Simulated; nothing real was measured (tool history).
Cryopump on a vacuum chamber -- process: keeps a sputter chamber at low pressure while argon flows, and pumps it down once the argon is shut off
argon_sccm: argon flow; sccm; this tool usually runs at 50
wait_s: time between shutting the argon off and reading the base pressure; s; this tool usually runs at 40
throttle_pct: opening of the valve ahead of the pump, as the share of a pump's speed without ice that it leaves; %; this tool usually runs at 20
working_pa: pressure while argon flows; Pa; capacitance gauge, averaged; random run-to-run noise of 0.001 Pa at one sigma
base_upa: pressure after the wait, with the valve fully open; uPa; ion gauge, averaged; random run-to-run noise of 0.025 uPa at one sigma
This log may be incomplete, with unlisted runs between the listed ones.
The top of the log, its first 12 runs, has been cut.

{"run": 13, "hour": 162.1, "argon_sccm": 50, "wait_s": 29, "throttle_pct": 20, "working_pa": 0.2344, "base_upa": 2.88}
{"run": 14, "hour": 170.0, "argon_sccm": 50, "wait_s": 40, "throttle_pct": 20, "working_pa": 0.2343, "base_upa": 2.56}
{"run": 15, "hour": 180.4, "argon_sccm": 50, "wait_s": 40, "throttle_pct": 20, "working_pa": 0.2364, "base_upa": 2.63}
{"run": 16, "hour": 189.2, "argon_sccm": 50, "wait_s": 40, "throttle_pct": 20, "working_pa": 0.2374, "base_upa": 2.75}
{"run": 17, "hour": 198.4, "argon_sccm": 50, "wait_s": 40, "throttle_pct": 20, "working_pa": 0.2359, "base_upa": 2.63}
{"run": 18, "hour": 212.6, "argon_sccm": 50, "wait_s": 40, "throttle_pct": 23, "working_pa": 0.2071, "base_upa": 2.66}
{"run": 19, "hour": 222.5, "argon_sccm": 50, "wait_s": 40, "throttle_pct": 23, "working_pa": 0.2075, "base_upa": 2.67}
{"run": 20, "hour": 230.1, "argon_sccm": 23, "wait_s": 40, "throttle_pct": 20, "working_pa": 0.1101, "base_upa": 2.67}
{"run": 21, "hour": 239.4, "argon_sccm": 23, "wait_s": 40, "throttle_pct": 20, "working_pa": 0.1097, "base_upa": 2.74}
{"run": 22, "hour": 253.9, "argon_sccm": 23, "wait_s": 101, "throttle_pct": 45, "working_pa": 0.054, "base_upa": 2.28}
{"run": 23, "hour": 265.6, "argon_sccm": 28, "wait_s": 63, "throttle_pct": 43, "working_pa": 0.0674, "base_upa": 2.44}
{"run": 24, "hour": 275.9, "argon_sccm": 28, "wait_s": 63, "throttle_pct": 43, "working_pa": 0.0674, "base_upa": 2.5}
{"run": 25, "hour": 286.8, "argon_sccm": 28, "wait_s": 63, "throttle_pct": 43, "working_pa": 0.0682, "base_upa": 2.41}
{"hour": 302.8, "done": "pump warmed up, emptied and cooled again"}
{"run": 26, "hour": 307.6, "argon_sccm": 28, "wait_s": 63, "throttle_pct": 43, "working_pa": 0.059, "base_upa": 1.96}
{"run": 27, "hour": 321.8, "argon_sccm": 28, "wait_s": 63, "throttle_pct": 43, "working_pa": 0.0589, "base_upa": 2.01}
{"run": 28, "hour": 332.4, "argon_sccm": 28, "wait_s": 63, "throttle_pct": 43, "working_pa": 0.0585, "base_upa": 2.05}
{"run": 29, "hour": 345.7, "argon_sccm": 28, "wait_s": 63, "throttle_pct": 43, "working_pa": 0.0577, "base_upa": 2.03}
{"run": 30, "hour": 360.3, "argon_sccm": 50, "wait_s": 40, "throttle_pct": 25, "working_pa": 0.1784, "base_upa": 2.37}
{"run": 31, "hour": 370.6, "argon_sccm": 25, "wait_s": 29, "throttle_pct": 25, "working_pa": 0.0893, "base_upa": 2.69}
{"run": 32, "hour": 383.4, "argon_sccm": 99, "wait_s": 30, "throttle_pct": 31, "working_pa": 0.2898, "base_upa": 2.68}
{"run": 33, "hour": 395.3, "argon_sccm": 36, "wait_s": 25, "throttle_pct": 21, "working_pa": 0.1555, "base_upa": 2.91}
{"run": 34, "hour": 404.0, "argon_sccm": 36, "wait_s": 25, "throttle_pct": 21, "working_pa": 0.1545, "base_upa": 2.93}

What if the next run were any one of these 3? Each begins from the tool's condition after run 34:
{"run": "A", "hour": 413.2, "argon_sccm": 36, "wait_s": 221, "throttle_pct": 21, "working_pa": "?", "base_upa": "?"}
{"run": "B", "hour": 413.2, "argon_sccm": 43, "wait_s": 27, "throttle_pct": 21, "working_pa": "?", "base_upa": "?"}
{"run": "C", "hour": 413.2, "argon_sccm": 36, "wait_s": 253, "throttle_pct": 21, "working_pa": "?", "base_upa": "?"}

run=A working_pa=0.1542 base_upa=1.66
run=B working_pa=0.1839 base_upa=2.83
run=C working_pa=0.1538 base_upa=1.6
Without the tool's hidden state the same runs would have given:
run=A working_pa=0.152 base_upa=0.3
run=B working_pa=0.1812 base_upa=1.45
run=C working_pa=0.1515 base_upa=0.28
